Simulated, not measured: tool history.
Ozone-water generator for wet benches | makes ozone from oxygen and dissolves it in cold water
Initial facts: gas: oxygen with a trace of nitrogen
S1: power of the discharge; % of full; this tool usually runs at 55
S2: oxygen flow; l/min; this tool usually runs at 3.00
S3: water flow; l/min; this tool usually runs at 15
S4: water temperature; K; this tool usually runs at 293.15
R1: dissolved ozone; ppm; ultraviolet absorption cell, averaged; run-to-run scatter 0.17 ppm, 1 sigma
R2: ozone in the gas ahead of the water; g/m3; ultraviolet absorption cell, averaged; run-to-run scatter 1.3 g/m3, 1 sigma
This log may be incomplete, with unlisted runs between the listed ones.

run 1 hour=0.0 | S1=55 S2=3.00 S3=15 S4=293.15 | R1=21.2 R2=222.6
run 2 hour=108.3 | S1=55 S2=3.00 S3=15 S4=293.15 | R1=20.6 R2=222.0
run 3 hour=215.9 | S1=55 S2=3.00 S3=15 S4=293.15 | R1=20.6 R2=222.9
run 4 hour=303.4 | S1=55 S2=3.00 S3=15 S4=293.15 | R1=20.6 R2=221.6
run 5 hour=370.5 | S1=55 S2=3.00 S3=15 S4=293.15 | R1=20.5 R2=220.2
run 6 hour=461.8 | S1=55 S2=3.00 S3=15 S4=293.15 | R1=20.4 R2=219.9
run 7 hour=539.7 | S1=55 S2=3.00 S3=15 S4=293.15 | R1=20.4 R2=221.2
run 8 hour=632.5 | S1=55 S2=3.00 S3=15 S4=290.15 | R1=21.1 R2=219.9
run 9 hour=717.5 | S1=55 S2=3.00 S3=15 S4=290.15 | R1=21.3 R2=219.3
run 10 hour=818.2 | S1=55 S2=3.00 S3=15 S4=290.15 | R1=21.2 R2=219.8
run 11 hour=895.5 | S1=55 S2=3.00 S3=15 S4=290.15 | R1=21.4 R2=219.0
run 12 hour=981.3 | S1=55 S2=3.00 S3=15 S4=290.15 | R1=21.0 R2=219.2
run 13 hour=1064.9 | S1=55 S2=3.00 S3=15 S4=293.15 | R1=20.4 R2=219.0
run 14 hour=1156.7 | S1=55 S2=3.00 S3=15 S4=293.15 | R1=20.7 R2=219.4
run 15 hour=1210.3 | S1=87 S2=1.84 S3=15 S4=289.15 | R1=24.7 R2=352.7
run 16 hour=1257.1 | S1=87 S2=1.84 S3=15 S4=289.15 | R1=24.8 R2=355.7
run 17 hour=1326.4 | S1=87 S2=1.84 S3=15 S4=289.15 | R1=24.5 R2=351.3
run 18 hour=1428.1 | S1=87 S2=1.84 S3=15 S4=289.15 | R1=24.5 R2=353.7
-- hour=1495.5 water thermometer calibrated
run 19 hour=1527.7 | S1=87 S2=1.84 S3=15 S4=289.15 | R1=24.5 R2=354.4
run 20 hour=1630.9 | S1=87 S2=1.82 S3=15 S4=289.15 | R1=24.3 R2=353.2
run 21 hour=1687.8 | S1=87 S2=1.82 S3=15 S4=289.15 | R1=24.4 R2=353.9
run 22 hour=1786.8 | S1=55 S2=2.24 S3=15 S4=293.15 | R1=18.2 R2=237.3
run 23 hour=1836.0 | S1=55 S2=2.53 S3=15 S4=293.15 | R1=18.8 R2=229.0
run 24 hour=1930.3 | S1=74 S2=4.20 S3=15 S4=293.15 | R1=27.1 R2=243.7
run 25 hour=2012.5 | S1=74 S2=2.87 S3=14 S4=293.15 | R1=26.1 R2=270.0
run 26 hour=2116.6 | S1=55 S2=3.00 S3=12 S4=293.15 | R1=24.3 R2=213.5
run 27 hour=2174.9 | S1=55 S2=3.00 S3=12 S4=293.15 | R1=24.2 R2=220.8
run 28 hour=2244.5 | S1=95 S2=1.97 S3=11 S4=296.15 | R1=32.4 R2=364.0

Forecast each of these 5 alternatives for the next run:
run A hour=2297.2 | S1=55 S2=3.00 S3=13 S4=293.15 | R1=? R2=?
run B hour=2297.2 | S1=44 S2=3.00 S3=17 S4=293.15 | R1=? R2=?
run C hour=2297.2 | S1=95 S2=4.85 S3=11 S4=296.15 | R1=? R2=?
run D hour=2297.2 | S1=74 S2=3.00 S3=15 S4=293.15 | R1=? R2=?
run E hour=2297.2 | S1=71 S2=1.97 S3=11 S4=296.15 | R1=? R2=?

run=A R1=22.7 R2=215.9
run=B R1=15.2 R2=185.2
run=C R1=38.6 R2=275.3
run=D R1=24.8 R2=266.8
run=E R1=26.5 R2=296.0
With no hidden state in the tool, these same runs would have given:
run=A R1=25.7 R2=229.7
run=B R1=17.2 R2=194.6
run=C R1=44.8 R2=302.0
run=D R1=28.7 R2=288.6
run=E R1=30.3 R2=319.5

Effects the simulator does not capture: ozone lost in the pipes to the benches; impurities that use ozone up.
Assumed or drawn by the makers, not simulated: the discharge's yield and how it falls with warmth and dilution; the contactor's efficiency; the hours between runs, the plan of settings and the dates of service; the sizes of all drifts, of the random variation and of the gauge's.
